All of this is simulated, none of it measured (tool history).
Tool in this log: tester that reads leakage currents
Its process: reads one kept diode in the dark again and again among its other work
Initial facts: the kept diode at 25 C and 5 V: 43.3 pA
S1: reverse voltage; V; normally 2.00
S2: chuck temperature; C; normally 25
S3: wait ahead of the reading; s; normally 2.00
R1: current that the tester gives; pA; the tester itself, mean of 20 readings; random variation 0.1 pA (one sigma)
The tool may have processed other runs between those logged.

run,hour,S1,S2,S3,R1
1,0.0,2.00,25,2.00,29.38
2,58.9,5.56,25,2.00,47.28
3,147.4,5.56,25,2.00,46.94
4,210.1,5.56,25,2.00,46.97
5,277.6,5.56,25,2.00,47.03
6,357.8,2.00,25,2.00,29.24
7,460.9,2.00,25,0.41,30.46
8,518.9,2.00,25,0.41,30.33
9,586.1,8.68,23,8.18,50.74
# hour 633.0: chuck's temperature calibrated
10,636.0,6.92,55,0.96,376.65
11,732.1,6.92,55,0.96,375.75
12,792.0,7.60,51,0.69,309.24
13,890.7,12.07,37,0.55,161.49
14,980.6,2.00,56,1.73,229.54

Alternative continuations, all from the tool just after run 14; predict every row:
A,1055.4,8.97,47,7.01,?
B,1055.4,2.00,56,1.73,?
C,1055.4,2.00,21,1.73,?

run,R1
A,255.70
B,229.76
C,22.88
With the hidden condition removed and each run's random variation left untouched, the same runs would have given:
run,R1
A,254.58
B,233.08
C,21.96
